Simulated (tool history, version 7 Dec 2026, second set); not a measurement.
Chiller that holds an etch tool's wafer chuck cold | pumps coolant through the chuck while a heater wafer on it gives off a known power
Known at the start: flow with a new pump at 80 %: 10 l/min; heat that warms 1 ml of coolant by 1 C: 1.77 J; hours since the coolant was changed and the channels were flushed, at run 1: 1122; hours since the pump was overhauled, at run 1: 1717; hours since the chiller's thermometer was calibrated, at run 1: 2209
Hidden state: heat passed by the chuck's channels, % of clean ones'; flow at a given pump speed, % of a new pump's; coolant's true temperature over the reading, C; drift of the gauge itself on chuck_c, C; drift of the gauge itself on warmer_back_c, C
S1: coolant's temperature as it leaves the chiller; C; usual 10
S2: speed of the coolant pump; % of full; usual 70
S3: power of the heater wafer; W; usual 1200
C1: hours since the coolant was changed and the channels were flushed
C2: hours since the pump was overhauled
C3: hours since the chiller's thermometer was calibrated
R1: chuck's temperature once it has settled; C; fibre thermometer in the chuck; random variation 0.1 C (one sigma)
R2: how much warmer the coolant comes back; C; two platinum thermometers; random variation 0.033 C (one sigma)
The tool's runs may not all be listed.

run 1 hour=0.0 | S1=10 S2=70 S3=1200 | C1=1122 C2=1717 C3=2209 | R1=19.1 R2=4.96
run 2 hour=56.6 | S1=10 S2=70 S3=1200 | C1=1179 C2=1773 C3=2265 | R1=19.4 R2=4.96
run 3 hour=125.1 | S1=10 S2=70 S3=1200 | C1=1247 C2=1842 C3=2334 | R1=19.3 R2=4.90
run 4 hour=234.1 | S1=10 S2=70 S3=1200 | C1=1356 C2=1951 C3=2443 | R1=19.3 R2=4.98
run 5 hour=344.4 | S1=10 S2=70 S3=1200 | C1=1467 C2=2061 C3=2553 | R1=19.5 R2=4.90
run 6 hour=448.3 | S1=10 S2=70 S3=1200 | C1=1570 C2=2165 C3=2657 | R1=19.6 R2=4.99
run 7 hour=534.9 | S1=10 S2=84 S3=1200 | C1=1657 C2=2252 C3=2743 | R1=18.1 R2=4.14
run 8 hour=647.0 | S1=10 S2=70 S3=1200 | C1=1769 C2=2364 C3=2856 | R1=19.8 R2=4.98
-- hour=725.2 chiller's thermometer calibrated
run 9 hour=751.3 | S1=10 S2=70 S3=976 | C1=1872 C2=2467 C3=26 | R1=18.3 R2=4.05
run 10 hour=800.6 | S1=10 S2=70 S3=1200 | C1=1922 C2=2516 C3=75 | R1=20.4 R2=5.04
run 11 hour=916.6 | S1=6 S2=67 S3=1705 | C1=2038 C2=2632 C3=191 | R1=21.3 R2=7.50
run 12 hour=982.2 | S1=18 S2=65 S3=1418 | C1=2103 C2=2698 C3=257 | R1=31.0 R2=6.41
run 13 hour=1083.7 | S1=18 S2=65 S3=1418 | C1=2205 C2=2800 C3=359 | R1=31.2 R2=6.48
run 14 hour=1155.0 | S1=18 S2=65 S3=1418 | C1=2276 C2=2871 C3=430 | R1=31.1 R2=6.53
run 15 hour=1229.1 | S1=5 S2=75 S3=1317 | C1=2350 C2=2945 C3=504 | R1=15.9 R2=5.17
run 16 hour=1302.3 | S1=5 S2=75 S3=1317 | C1=2423 C2=3018 C3=577 | R1=15.9 R2=5.18
run 17 hour=1409.6 | S1=1 S2=69 S3=692 | C1=2531 C2=3125 C3=684 | R1=7.2 R2=2.96
run 18 hour=1529.9 | S1=2 S2=90 S3=776 | C1=2651 C2=3246 C3=805 | R1=7.5 R2=2.55
run 19 hour=1637.3 | S1=17 S2=97 S3=790 | C1=2758 C2=3353 C3=912 | R1=22.2 R2=2.40
run 20 hour=1724.6 | S1=3 S2=61 S3=790 | C1=2846 C2=3440 C3=999 | R1=11.1 R2=3.87

Forecast each of these 4 alternatives for the next run:
run A hour=1792.4 | S1=3 S2=71 S3=1032 | C1=2914 C2=3508 C3=1067 | R1=? R2=?
run B hour=1792.4 | S1=5 S2=70 S3=837 | C1=2914 C2=3508 C3=1067 | R1=? R2=?
run C hour=1792.4 | S1=2 S2=87 S3=1200 | C1=2914 C2=3508 C3=1067 | R1=? R2=?
run D hour=1792.4 | S1=9 S2=87 S3=1100 | C1=2914 C2=3508 C3=1067 | R1=? R2=?

run=A R1=12.1 R2=4.38
run=B R1=12.5 R2=3.53
run=C R1=11.1 R2=4.11
run=D R1=17.1 R2=3.77
Without the tool's hidden state the same runs would have given:
run=A R1=10.6 R2=4.00
run=B R1=11.2 R2=3.22
run=C R1=9.5 R2=3.75
run=D R1=15.7 R2=3.44
